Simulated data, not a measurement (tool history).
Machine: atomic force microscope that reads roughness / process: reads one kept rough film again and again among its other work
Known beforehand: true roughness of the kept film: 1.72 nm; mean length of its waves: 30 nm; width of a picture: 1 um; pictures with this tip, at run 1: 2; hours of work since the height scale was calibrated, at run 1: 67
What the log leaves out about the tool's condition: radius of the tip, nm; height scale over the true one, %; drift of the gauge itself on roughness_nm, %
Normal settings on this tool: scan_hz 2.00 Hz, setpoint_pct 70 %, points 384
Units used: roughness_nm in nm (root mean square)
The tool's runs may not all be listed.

run,hour,scan_hz,setpoint_pct,points,pictures with this tip,hours of work since the height scale was calibrated,roughness_nm
1,0.0,2.00,70,384,2,67,1.414
2,4.3,2.00,70,384,13,70,1.404
3,12.2,2.00,70,384,33,76,1.391
4,18.8,2.00,70,384,50,81,1.399
5,25.0,1.69,70,384,66,86,1.426
6,29.6,2.00,70,384,77,90,1.396
7,37.4,2.00,70,384,97,95,1.403
8,41.8,2.00,70,384,108,99,1.403
9,46.4,0.52,70,384,120,102,1.541
10,52.1,2.57,70,384,135,107,1.344
11,60.7,2.00,70,504,157,113,1.405
12,69.6,2.00,70,504,179,120,1.412
13,75.6,2.00,70,428,194,124,1.394
14,79.8,2.00,70,384,205,127,1.407
15,85.5,2.00,70,384,219,132,1.398
16,89.2,2.00,70,384,229,135,1.402
17,93.0,2.00,59,384,239,137,1.494
18,99.9,2.00,70,384,256,143,1.393
19,103.5,2.00,70,384,265,145,1.400
20,112.4,2.00,72,527,288,152,1.386
21,120.0,2.00,72,627,307,158,1.386
22,126.5,2.00,70,300,324,163,1.398
23,132.0,2.00,70,300,338,167,1.387
24,140.4,1.95,70,787,359,173,1.412
25,146.0,2.00,57,384,373,177,1.487
# hour 151.1: new tip fitted
26,151.8,2.00,57,384,2,181,1.487
27,159.2,2.00,57,384,21,187,1.497
28,163.7,2.02,68,566,32,190,1.419
29,169.6,2.18,64,561,47,195,1.443
30,175.3,2.00,83,822,62,199,1.262
31,179.9,2.00,72,310,74,203,1.367
32,188.9,2.00,72,310,96,209,1.373
33,196.9,0.57,70,384,117,216,1.528
34,201.4,0.57,70,384,128,219,1.541
35,206.3,0.52,68,507,140,223,1.542
36,215.2,0.52,68,507,163,229,1.547
37,223.2,0.66,70,436,184,235,1.515

Below are 4 alternative next runs, each starting from the tool's condition after run 37. Predict each:
A,230.3,0.57,70,992,202,241,?
B,230.3,1.26,80,571,202,241,?
C,230.3,0.66,70,1016,202,241,?
D,230.3,2.00,70,291,202,241,?

run,roughness_nm
A,1.530
B,1.385
C,1.526
D,1.390
Without the tool's hidden state the same runs would have given:
run,roughness_nm
A,1.531
B,1.387
C,1.527
D,1.391

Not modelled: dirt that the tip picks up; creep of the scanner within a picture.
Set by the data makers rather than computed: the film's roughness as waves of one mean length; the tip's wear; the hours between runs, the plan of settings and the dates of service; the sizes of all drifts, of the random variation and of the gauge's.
